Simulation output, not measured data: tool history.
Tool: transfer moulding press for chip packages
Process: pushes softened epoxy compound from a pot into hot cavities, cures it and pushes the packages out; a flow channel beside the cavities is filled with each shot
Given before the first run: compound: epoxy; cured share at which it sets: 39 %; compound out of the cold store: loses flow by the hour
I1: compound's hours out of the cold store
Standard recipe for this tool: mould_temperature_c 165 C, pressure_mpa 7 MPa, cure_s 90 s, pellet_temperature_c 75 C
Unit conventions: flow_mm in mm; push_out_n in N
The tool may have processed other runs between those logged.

run 1 hour=0 | mould_temperature_c=165 pressure_mpa=7 cure_s=90 pellet_temperature_c=75 | I1=23.8 | flow_mm=784 push_out_n=378
-- hour=45 cavities cleaned with cleaning compound and waxed
run 2 hour=51.6 | mould_temperature_c=165 pressure_mpa=7 cure_s=90 pellet_temperature_c=77 | I1=33.1 | flow_mm=750 push_out_n=366
-- hour=88.1 cavities cleaned with cleaning compound and waxed
run 3 hour=111.3 | mould_temperature_c=165 pressure_mpa=7 cure_s=90 pellet_temperature_c=75 | I1=36.3 | flow_mm=746 push_out_n=369
-- hour=132.1 cavities cleaned with cleaning compound and waxed
run 4 hour=166.8 | mould_temperature_c=165 pressure_mpa=7 cure_s=90 pellet_temperature_c=75 | I1=27.1 | flow_mm=770 push_out_n=389
-- hour=174.9 cavities cleaned with cleaning compound and waxed
-- hour=217.7 cavities cleaned with cleaning compound and waxed
run 5 hour=225 | mould_temperature_c=165 pressure_mpa=7 cure_s=90 pellet_temperature_c=75 | I1=41.4 | flow_mm=727 push_out_n=374
-- hour=264.5 cavities cleaned with cleaning compound and waxed
run 6 hour=287.5 | mould_temperature_c=165 pressure_mpa=5.42 cure_s=90 pellet_temperature_c=75 | I1=44.7 | flow_mm=635 push_out_n=359
-- hour=309 cavities cleaned with cleaning compound and waxed
-- hour=353 cavities cleaned with cleaning compound and waxed
run 7 hour=353 | mould_temperature_c=165 pressure_mpa=7.84 cure_s=90 pellet_temperature_c=75 | I1=44.4 | flow_mm=770 push_out_n=374
run 8 hour=384.4 | mould_temperature_c=165 pressure_mpa=7.84 cure_s=90 pellet_temperature_c=75 | I1=45.8 | flow_mm=757 push_out_n=365
-- hour=397.7 cavities cleaned with cleaning compound and waxed
-- hour=443.7 cavities cleaned with cleaning compound and waxed
run 9 hour=447.8 | mould_temperature_c=165 pressure_mpa=7 cure_s=90 pellet_temperature_c=75 | I1=38 | flow_mm=738 push_out_n=386
run 10 hour=482.8 | mould_temperature_c=162 pressure_mpa=8.55 cure_s=128 pellet_temperature_c=78 | I1=19.4 | flow_mm=882 push_out_n=277
-- hour=488.3 cavities cleaned with cleaning compound and waxed
-- hour=531.1 cavities cleaned with cleaning compound and waxed
run 11 hour=552.4 | mould_temperature_c=162 pressure_mpa=8.55 cure_s=93 pellet_temperature_c=78 | I1=11.2 | flow_mm=911 push_out_n=443
-- hour=574.6 cavities cleaned with cleaning compound and waxed
-- hour=592.1 plunger's sealing rings changed
run 12 hour=595.8 | mould_temperature_c=162 pressure_mpa=7.71 cure_s=93 pellet_temperature_c=78 | I1=35 | flow_mm=797 push_out_n=411
-- hour=620.1 cavities cleaned with cleaning compound and waxed
-- hour=663.8 cavities cleaned with cleaning compound and waxed
run 13 hour=665.9 | mould_temperature_c=166 pressure_mpa=7.87 cure_s=90 pellet_temperature_c=75 | I1=16.9 | flow_mm=847 push_out_n=362
-- hour=710.3 cavities cleaned with cleaning compound and waxed
run 14 hour=711.4 | mould_temperature_c=166 pressure_mpa=7.87 cure_s=90 pellet_temperature_c=75 | I1=25.9 | flow_mm=814 push_out_n=343
-- hour=754.7 cavities cleaned with cleaning compound and waxed
run 15 hour=772.6 | mould_temperature_c=158 pressure_mpa=6.45 cure_s=86 pellet_temperature_c=67 | I1=33.3 | flow_mm=756 push_out_n=699
-- hour=798.4 cavities cleaned with cleaning compound and waxed
run 16 hour=834.8 | mould_temperature_c=158 pressure_mpa=6.45 cure_s=86 pellet_temperature_c=67 | I1=35.3 | flow_mm=739 push_out_n=682
-- hour=841.4 cavities cleaned with cleaning compound and waxed
run 17 hour=866 | mould_temperature_c=158 pressure_mpa=6.45 cure_s=86 pellet_temperature_c=67 | I1=12 | flow_mm=803 push_out_n=760

Branching from run 17: 3 alternative next runs. What would each branch give?
-- hour=884.9 cavities cleaned with cleaning compound and waxed
run A hour=911.4 | mould_temperature_c=164 pressure_mpa=7 cure_s=90 pellet_temperature_c=75 | I1=38.3 | flow_mm=? push_out_n=?
-- hour=884.9 cavities cleaned with cleaning compound and waxed
run B hour=911.4 | mould_temperature_c=165 pressure_mpa=7 cure_s=81 pellet_temperature_c=76 | I1=46.3 | flow_mm=? push_out_n=?
-- hour=884.9 cavities cleaned with cleaning compound and waxed
run C hour=911.4 | mould_temperature_c=162 pressure_mpa=6.97 cure_s=91 pellet_temperature_c=67 | I1=36.6 | flow_mm=? push_out_n=?

run=A flow_mm=743 push_out_n=382
run=B flow_mm=725 push_out_n=432
run=C flow_mm=751 push_out_n=449
With the hidden condition removed and each run's random variation left untouched, the same runs would have given:
run=A flow_mm=745 push_out_n=379
run=B flow_mm=727 push_out_n=429
run=C flow_mm=753 push_out_n=446

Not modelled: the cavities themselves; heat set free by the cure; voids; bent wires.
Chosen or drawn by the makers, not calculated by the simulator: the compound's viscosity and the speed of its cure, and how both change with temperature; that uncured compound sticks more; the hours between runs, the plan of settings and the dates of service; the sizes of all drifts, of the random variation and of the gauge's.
